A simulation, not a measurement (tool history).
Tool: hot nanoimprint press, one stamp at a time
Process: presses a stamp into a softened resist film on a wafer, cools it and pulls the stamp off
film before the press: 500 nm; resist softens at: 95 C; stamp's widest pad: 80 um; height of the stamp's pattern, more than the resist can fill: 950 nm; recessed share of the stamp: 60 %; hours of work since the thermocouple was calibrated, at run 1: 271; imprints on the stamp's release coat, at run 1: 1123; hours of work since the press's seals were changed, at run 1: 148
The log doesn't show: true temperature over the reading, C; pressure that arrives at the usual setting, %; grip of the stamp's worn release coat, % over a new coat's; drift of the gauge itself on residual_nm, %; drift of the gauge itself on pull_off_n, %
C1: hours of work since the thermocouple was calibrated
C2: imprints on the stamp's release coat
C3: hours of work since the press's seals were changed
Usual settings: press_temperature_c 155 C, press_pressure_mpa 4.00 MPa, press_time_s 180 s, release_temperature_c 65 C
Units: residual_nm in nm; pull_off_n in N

{"run": 1, "day": 0.0, "press_temperature_c": 155, "press_pressure_mpa": 4.0, "press_time_s": 180, "release_temperature_c": 65, "C1": 271, "C2": 1123, "C3": 148, "residual_nm": 250.7, "pull_off_n": 174}
{"run": 2, "day": 1.308, "press_temperature_c": 155, "press_pressure_mpa": 4.0, "press_time_s": 180, "release_temperature_c": 65, "C1": 284, "C2": 1211, "C3": 161, "residual_nm": 249.1, "pull_off_n": 173}
{"run": 3, "day": 3.05, "press_temperature_c": 155, "press_pressure_mpa": 4.0, "press_time_s": 180, "release_temperature_c": 65, "C1": 302, "C2": 1329, "C3": 179, "residual_nm": 248.4, "pull_off_n": 175}
{"day": 3.467, "done": "stamp cleaned and given a new release coat"}
{"run": 4, "day": 4.604, "press_temperature_c": 155, "press_pressure_mpa": 4.0, "press_time_s": 180, "release_temperature_c": 65, "C1": 315, "C2": 76, "C3": 192, "residual_nm": 248.4, "pull_off_n": 148}
{"run": 5, "day": 5.825, "press_temperature_c": 155, "press_pressure_mpa": 4.0, "press_time_s": 180, "release_temperature_c": 65, "C1": 327, "C2": 159, "C3": 204, "residual_nm": 248.3, "pull_off_n": 149}
{"run": 6, "day": 6.829, "press_temperature_c": 155, "press_pressure_mpa": 4.0, "press_time_s": 180, "release_temperature_c": 65, "C1": 337, "C2": 226, "C3": 214, "residual_nm": 248.6, "pull_off_n": 152}
{"day": 8.154, "done": "plate thermocouple calibrated"}
{"run": 7, "day": 8.854, "press_temperature_c": 155, "press_pressure_mpa": 4.0, "press_time_s": 180, "release_temperature_c": 65, "C1": 7, "C2": 354, "C3": 233, "residual_nm": 253.4, "pull_off_n": 156}
{"run": 8, "day": 10.783, "press_temperature_c": 155, "press_pressure_mpa": 4.0, "press_time_s": 180, "release_temperature_c": 65, "C1": 26, "C2": 484, "C3": 253, "residual_nm": 251.3, "pull_off_n": 155}
{"run": 9, "day": 12.138, "press_temperature_c": 155, "press_pressure_mpa": 4.0, "press_time_s": 180, "release_temperature_c": 65, "C1": 40, "C2": 575, "C3": 266, "residual_nm": 251.3, "pull_off_n": 162}
{"run": 10, "day": 13.742, "press_temperature_c": 155, "press_pressure_mpa": 4.0, "press_time_s": 180, "release_temperature_c": 65, "C1": 56, "C2": 683, "C3": 282, "residual_nm": 252.8, "pull_off_n": 158}
{"run": 11, "day": 14.846, "press_temperature_c": 155, "press_pressure_mpa": 4.0, "press_time_s": 180, "release_temperature_c": 65, "C1": 67, "C2": 757, "C3": 293, "residual_nm": 250.8, "pull_off_n": 165}
{"run": 12, "day": 16.396, "press_temperature_c": 155, "press_pressure_mpa": 4.0, "press_time_s": 180, "release_temperature_c": 65, "C1": 83, "C2": 862, "C3": 309, "residual_nm": 251.5, "pull_off_n": 168}
{"run": 13, "day": 17.842, "press_temperature_c": 155, "press_pressure_mpa": 4.0, "press_time_s": 180, "release_temperature_c": 65, "C1": 97, "C2": 959, "C3": 323, "residual_nm": 251.1, "pull_off_n": 165}
{"run": 14, "day": 19.562, "press_temperature_c": 155, "press_pressure_mpa": 4.0, "press_time_s": 180, "release_temperature_c": 65, "C1": 114, "C2": 1075, "C3": 341, "residual_nm": 249.4, "pull_off_n": 172}
{"run": 15, "day": 20.404, "press_temperature_c": 155, "press_pressure_mpa": 4.0, "press_time_s": 180, "release_temperature_c": 65, "C1": 123, "C2": 1131, "C3": 349, "residual_nm": 250.3, "pull_off_n": 172}
{"run": 16, "day": 22.0, "press_temperature_c": 155, "press_pressure_mpa": 4.0, "press_time_s": 180, "release_temperature_c": 65, "C1": 139, "C2": 1239, "C3": 365, "residual_nm": 251.1, "pull_off_n": 171}
{"run": 17, "day": 23.058, "press_temperature_c": 153, "press_pressure_mpa": 4.0, "press_time_s": 180, "release_temperature_c": 56, "C1": 149, "C2": 1310, "C3": 376, "residual_nm": 271.6, "pull_off_n": 193}
{"day": 23.704, "done": "stamp cleaned and given a new release coat"}
{"run": 18, "day": 24.433, "press_temperature_c": 153, "press_pressure_mpa": 4.0, "press_time_s": 234, "release_temperature_c": 56, "C1": 161, "C2": 49, "C3": 387, "residual_nm": 249.3, "pull_off_n": 159}
{"run": 19, "day": 25.221, "press_temperature_c": 153, "press_pressure_mpa": 4.0, "press_time_s": 202, "release_temperature_c": 56, "C1": 169, "C2": 102, "C3": 395, "residual_nm": 262.4, "pull_off_n": 156}
{"run": 20, "day": 26.088, "press_temperature_c": 153, "press_pressure_mpa": 4.0, "press_time_s": 202, "release_temperature_c": 56, "C1": 177, "C2": 160, "C3": 404, "residual_nm": 262.5, "pull_off_n": 163}
{"run": 21, "day": 27.9, "press_temperature_c": 153, "press_pressure_mpa": 4.0, "press_time_s": 202, "release_temperature_c": 66, "C1": 196, "C2": 282, "C3": 422, "residual_nm": 261.7, "pull_off_n": 146}
{"run": 22, "day": 28.888, "press_temperature_c": 153, "press_pressure_mpa": 4.0, "press_time_s": 202, "release_temperature_c": 66, "C1": 205, "C2": 348, "C3": 432, "residual_nm": 263.3, "pull_off_n": 147}
{"run": 23, "day": 30.604, "press_temperature_c": 143, "press_pressure_mpa": 4.74, "press_time_s": 110, "release_temperature_c": 61, "C1": 223, "C2": 464, "C3": 449, "residual_nm": 412.8, "pull_off_n": 161}
{"run": 24, "day": 31.496, "press_temperature_c": 156, "press_pressure_mpa": 4.0, "press_time_s": 138, "release_temperature_c": 65, "C1": 232, "C2": 524, "C3": 458, "residual_nm": 259.5, "pull_off_n": 158}
{"run": 25, "day": 33.088, "press_temperature_c": 156, "press_pressure_mpa": 4.0, "press_time_s": 138, "release_temperature_c": 65, "C1": 248, "C2": 631, "C3": 474, "residual_nm": 259.1, "pull_off_n": 155}
{"run": 26, "day": 34.512, "press_temperature_c": 155, "press_pressure_mpa": 3.08, "press_time_s": 180, "release_temperature_c": 58, "C1": 262, "C2": 727, "C3": 488, "residual_nm": 276.1, "pull_off_n": 176}
{"run": 27, "day": 36.288, "press_temperature_c": 155, "press_pressure_mpa": 3.08, "press_time_s": 180, "release_temperature_c": 58, "C1": 280, "C2": 846, "C3": 506, "residual_nm": 277.3, "pull_off_n": 181}
{"run": 28, "day": 38.067, "press_temperature_c": 145, "press_pressure_mpa": 6.15, "press_time_s": 90, "release_temperature_c": 66, "C1": 297, "C2": 966, "C3": 524, "residual_nm": 379.8, "pull_off_n": 163}
{"run": 29, "day": 39.404, "press_temperature_c": 145, "press_pressure_mpa": 6.15, "press_time_s": 90, "release_temperature_c": 66, "C1": 311, "C2": 1056, "C3": 537, "residual_nm": 379.3, "pull_off_n": 168}
{"run": 30, "day": 40.35, "press_temperature_c": 145, "press_pressure_mpa": 2.83, "press_time_s": 90, "release_temperature_c": 62, "C1": 320, "C2": 1120, "C3": 547, "residual_nm": 442.0, "pull_off_n": 174}

3 ways to go on from here, each from the tool as it stands after run 30. What would each give?
{"run": "A", "day": 42.146, "press_temperature_c": 155, "press_pressure_mpa": 5.16, "press_time_s": 180, "release_temperature_c": 65, "C1": 338, "C2": 1241, "C3": 565, "residual_nm": "?", "pull_off_n": "?"}
{"run": "B", "day": 42.146, "press_temperature_c": 155, "press_pressure_mpa": 5.3, "press_time_s": 122, "release_temperature_c": 60, "C1": 338, "C2": 1241, "C3": 565, "residual_nm": "?", "pull_off_n": "?"}
{"run": "C", "day": 42.146, "press_temperature_c": 145, "press_pressure_mpa": 2.83, "press_time_s": 93, "release_temperature_c": 69, "C1": 338, "C2": 1241, "C3": 565, "residual_nm": "?", "pull_off_n": "?"}

run=A residual_nm=217.8 pull_off_n=170
run=B residual_nm=247.6 pull_off_n=181
run=C residual_nm=441.8 pull_off_n=165
Without the tool's hidden state the same runs would have given:
run=A residual_nm=225.0 pull_off_n=143
run=B residual_nm=255.2 pull_off_n=152
run=C residual_nm=447.3 pull_off_n=139
